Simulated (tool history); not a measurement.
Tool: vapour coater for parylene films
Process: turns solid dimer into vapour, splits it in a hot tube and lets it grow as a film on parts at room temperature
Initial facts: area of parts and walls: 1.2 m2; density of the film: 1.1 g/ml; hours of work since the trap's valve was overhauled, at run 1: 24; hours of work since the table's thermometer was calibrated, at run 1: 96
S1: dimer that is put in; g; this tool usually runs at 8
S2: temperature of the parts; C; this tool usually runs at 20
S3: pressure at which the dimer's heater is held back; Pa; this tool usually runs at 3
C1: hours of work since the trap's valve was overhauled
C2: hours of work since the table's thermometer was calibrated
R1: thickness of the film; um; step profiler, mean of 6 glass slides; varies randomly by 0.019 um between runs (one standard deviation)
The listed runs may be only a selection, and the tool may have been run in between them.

| run | hour | S1 | S2 | S3 | C1 | C2 | R1 |
|---|---|---|---|---|---|---|---|
| 1 | 0 | 8 | 20 | 3 | 24 | 96 | 4.36 |
| 2 | 17 | 8 | 20 | 3 | 34 | 107 | 4.36 |
| 3 | 28.2 | 8 | 20 | 3.7 | 41 | 114 | 4.09 |
| 4 | 37 | 8 | 20 | 2.41 | 47 | 119 | 4.56 |
| 5 | 54.1 | 8 | 20 | 2.41 | 57 | 130 | 4.56 |
| 6 | 66.6 | 8 | 20 | 2.41 | 65 | 138 | 4.57 |
| 7 | 75.7 | 8 | 20 | 2.41 | 71 | 144 | 4.59 |
| 8 | 86.8 | 8 | 20 | 2.41 | 78 | 151 | 4.57 |
| 9 | 96 | 8 | 20 | 2.41 | 84 | 156 | 4.52 |
| 10 | 111.2 | 8 | 20 | 2.41 | 93 | 166 | 4.56 |
| 11 | 123.6 | 8 | 20 | 3 | 101 | 173 | 4.31 |
| 12 | 131.2 | 11 | 20 | 3 | 106 | 178 | 5.88 |
| 13 | 145.7 | 8 | 20 | 2.68 | 115 | 187 | 4.42 |
| 14 | 161.6 | 8 | 20 | 2.62 | 125 | 197 | 4.39 |
| 15 | 174.7 | 8 | 20 | 2.62 | 133 | 205 | 4.43 |
| 16 | 184.2 | 8 | 20 | 2.62 | 139 | 211 | 4.41 |
| 17 | 194.1 | 8 | 20 | 3 | 145 | 218 | 4.28 |
| 18 | 209.1 | 8 | 20 | 3 | 154 | 227 | 4.23 |
| 19 | 221.4 | 8 | 20 | 3 | 162 | 235 | 4.27 |
| 20 | 235.9 | 8 | 20 | 3 | 171 | 244 | 4.25 |
| 21 | 246.2 | 8 | 29 | 3 | 177 | 250 | 3.05 |
| 22 | 261.3 | 8 | 22 | 5.58 | 187 | 260 | 3.38 |
| 23 | 279.4 | 8 | 22 | 5.58 | 198 | 271 | 3.36 |
| 24 | 291.6 | 8 | 31 | 2.22 | 206 | 278 | 3.07 |
| 25 | 304.1 | 8 | 26 | 5.11 | 213 | 286 | 2.97 |
| 26 | 318.2 | 5 | 14 | 10.15 | 222 | 295 | 2.41 |
| 27 | 332.1 | 5 | 14 | 10.15 | 231 | 304 | 2.45 |
| 28 | 343.3 | 6 | 16 | 10.15 | 238 | 311 | 2.7 |
| 29 | 361.3 | 6 | 16 | 10.15 | 249 | 322 | 2.68 |
| 30 | 374 | 6 | 14 | 3.36 | 257 | 330 | 3.81 |
| 31 | 387 | 6 | 14 | 3.36 | 265 | 338 | 3.79 |
| 32 | 400.7 | 13 | 18 | 4.93 | 274 | 347 | 6.48 |
| 33 | 417.1 | 13 | 18 | 4.93 | 284 | 357 | 6.42 |
| 34 | 432.8 | 6 | 24 | 2.94 | 294 | 367 | 2.75 |
| 35 | 449.8 | 5 | 23 | 2.09 | 305 | 377 | 2.57 |
| 36 | 462.7 | 6 | 24 | 2.75 | 313 | 385 | 2.74 |
| 37 | 475.6 | 6 | 24 | 2.75 | 321 | 393 | 2.75 |
| 38 | 484.7 | 6 | 24 | 2.75 | 326 | 399 | 2.77 |
| 39 | 502.3 | 6 | 24 | 2.75 | 337 | 410 | 2.72 |
| 40 | 511.3 | 6 | 24 | 2.75 | 343 | 416 | 2.72 |
| 41 | 523.7 | 5 | 31 | 3 | 351 | 423 | 1.74 |

Measured result minus the same run's result without the hidden state. Both carry the same run-to-run variation, though not necessarily the same gauge scatter:
Hidden state at play: vapour lost through the trap's worn valve, %; true temperature of the parts over the reading, C; drift of the gauge itself on film_um, %.
| run | R1 |
|---|---|
| 1 | +0.01 |
| 2 | +0 |
| 3 | -0.01 |
| 4 | -0.01 |
| 5 | -0.02 |
| 6 | -0.02 |
| 7 | -0.03 |
| 8 | -0.04 |
| 9 | -0.04 |
| 10 | -0.05 |
| 11 | -0.05 |
| 12 | -0.07 |
| 13 | -0.06 |
| 14 | -0.07 |
| 15 | -0.07 |
| 16 | -0.07 |
| 17 | -0.07 |
| 18 | -0.09 |
| 19 | -0.09 |
| 20 | -0.1 |
| 21 | -0.07 |
| 22 | -0.08 |
| 23 | -0.08 |
| 24 | -0.08 |
| 25 | -0.09 |
| 26 | -0.08 |
| 27 | -0.08 |
| 28 | -0.09 |
| 29 | -0.09 |
| 30 | -0.13 |
| 31 | -0.14 |
| 32 | -0.25 |
| 33 | -0.26 |
| 34 | -0.11 |
| 35 | -0.11 |
| 36 | -0.12 |
| 37 | -0.13 |
| 38 | -0.13 |
| 39 | -0.14 |
| 40 | -0.13 |
| 41 | -0.09 |
